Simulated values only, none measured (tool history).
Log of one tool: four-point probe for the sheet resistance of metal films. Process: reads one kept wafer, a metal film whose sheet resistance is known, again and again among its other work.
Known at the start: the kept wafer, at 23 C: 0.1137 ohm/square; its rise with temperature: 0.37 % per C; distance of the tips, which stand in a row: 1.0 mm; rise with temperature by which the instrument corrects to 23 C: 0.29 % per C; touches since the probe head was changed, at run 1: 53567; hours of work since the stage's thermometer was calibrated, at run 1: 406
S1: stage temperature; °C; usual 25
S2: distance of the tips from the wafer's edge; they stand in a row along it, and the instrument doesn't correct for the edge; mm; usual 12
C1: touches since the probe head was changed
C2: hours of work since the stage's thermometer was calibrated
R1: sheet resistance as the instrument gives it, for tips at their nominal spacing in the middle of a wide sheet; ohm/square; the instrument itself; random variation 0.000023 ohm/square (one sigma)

Run 1, hour 0: usual settings; C1 53567; C2 406. Result: R1 0.115372 ohm/square.
Run 2, hour 19.6: usual settings; C1 54537; C2 417. Result: R1 0.11535 ohm/square.
Run 3, hour 38.9: usual settings; C1 55491; C2 428. Result: R1 0.115339 ohm/square.
Run 4, hour 56.4: usual settings; C1 56354; C2 438. Result: R1 0.115396 ohm/square.
Run 5, hour 75.2: usual settings; C1 57286; C2 449. Result: R1 0.115428 ohm/square.
Run 6, hour 90.1: usual settings but S2 42 mm; C1 58019; C2 457. Result: R1 0.115012 ohm/square.
Run 7, hour 106.8: usual settings but S2 42 mm; C1 58848; C2 467. Result: R1 0.115078 ohm/square.
Run 8, hour 118.1: usual settings but S2 42 mm; C1 59403; C2 473. Result: R1 0.115069 ohm/square.
Run 9, hour 137.2: usual settings but S1 26 °C; C1 60350; C2 484. Result: R1 0.115531 ohm/square.
Run 10, hour 158.2: usual settings but S2 10 mm; C1 61389; C2 496. Result: R1 0.115709 ohm/square.
Run 11, hour 169.4: usual settings but S2 10 mm; C1 61940; C2 503. Result: R1 0.115696 ohm/square.
Run 12, hour 179.6: usual settings but S2 10 mm; C1 62447; C2 508. Result: R1 0.115669 ohm/square.
Run 13, hour 193.4: usual settings; C1 63129; C2 516. Result: R1 0.115535 ohm/square.
Run 14, hour 213: usual settings; C1 64096; C2 527. Result: R1 0.115517 ohm/square.
Run 15, hour 226.7: usual settings but S2 3 mm; C1 64773; C2 535. Result: R1 0.121562 ohm/square.
Run 16, hour 241.3: usual settings but S2 3 mm; C1 65497; C2 543. Result: R1 0.121612 ohm/square.
Run 17, hour 262.5: usual settings but S2 58 mm; C1 66542; C2 556. Result: R1 0.115188 ohm/square.
Run 18, hour 284.9: usual settings but S1 32 °C, S2 3 mm; C1 67649; C2 568. Result: R1 0.122317 ohm/square.
Run 19, hour 306: usual settings but S1 31 °C, S2 9 mm; C1 68692; C2 580. Result: R1 0.11653 ohm/square.
Run 20, hour 320.8: usual settings but S1 19 °C, S2 51 mm; C1 69423; C2 589. Result: R1 0.114682 ohm/square.
Run 21, hour 343.3: usual settings but S2 7 mm; C1 70537; C2 602. Result: R1 0.11648 ohm/square.
Run 22, hour 352.4: usual settings but S1 19 °C, S2 13 mm; C1 70987; C2 607. Result: R1 0.115019 ohm/square.
Run 23, hour 370.7: usual settings but S1 19 °C, S2 13 mm; C1 71892; C2 617. Result: R1 0.115064 ohm/square.
Run 24, hour 381.3: usual settings but S1 19 °C, S2 13 mm; C1 72416; C2 623. Result: R1 0.115071 ohm/square.
At hour 387.1: new probe head fitted.
Run 25, hour 400.7: usual settings but S1 29 °C, S2 5 mm; C1 673; C2 634. Result: R1 0.116265 ohm/square.
Run 26, hour 413.6: usual settings but S1 20 °C, S2 41 mm; C1 1311; C2 641. Result: R1 0.113101 ohm/square.
Run 27, hour 435.5: usual settings but S1 22 °C, S2 56 mm; C1 2393; C2 654. Result: R1 0.113286 ohm/square.
Run 28, hour 458: usual settings but S1 34 °C, S2 7 mm; C1 3501; C2 666. Result: R1 0.115628 ohm/square.
Run 29, hour 472.7: usual settings but S2 5 mm; C1 4230; C2 675. Result: R1 0.116011 ohm/square.
Run 30, hour 494: usual settings but S1 23 °C, S2 5 mm; C1 5282; C2 687. Result: R1 0.11578 ohm/square.
Run 31, hour 504.9: usual settings but S1 24 °C, S2 55 mm; C1 5820; C2 693. Result: R1 0.113588 ohm/square.
Run 32, hour 514.1: usual settings but S1 24 °C, S2 55 mm; C1 6276; C2 698. Result: R1 0.113556 ohm/square.
Run 33, hour 527.1: usual settings but S2 9 mm; C1 6922; C2 706. Result: R1 0.114402 ohm/square.

Hidden state or all else? Some run-to-run changes of R1, split into what the settings, what came in and random variation would give without the hidden state, and what is left for the hidden state (with any gauge scatter that isn't in both results):
The hidden state here: inner tips' distance over the nominal, %; tips' flats over new ones', %; wafer's true temperature over the reading, C; drift of the gauge itself on sheet_ohm, %.
Run 14 -> 15: S2 12 -> 3. R1 +0.006045 ohm/square: hidden state +0.000071, all else +0.005974.
Run 16 -> 17: S2 3 -> 58. R1 -0.006424 ohm/square: hidden state -0.000044, all else -0.00638.
Run 17 -> 18: S1 25 -> 32, S2 58 -> 3. R1 +0.007129 ohm/square: hidden state +0.000095, all else +0.007034.
Run 24 -> 25: S1 19 -> 29, S2 13 -> 5, new probe head fitted. R1 +0.001194 ohm/square: hidden state -0.001746, all else +0.00294.
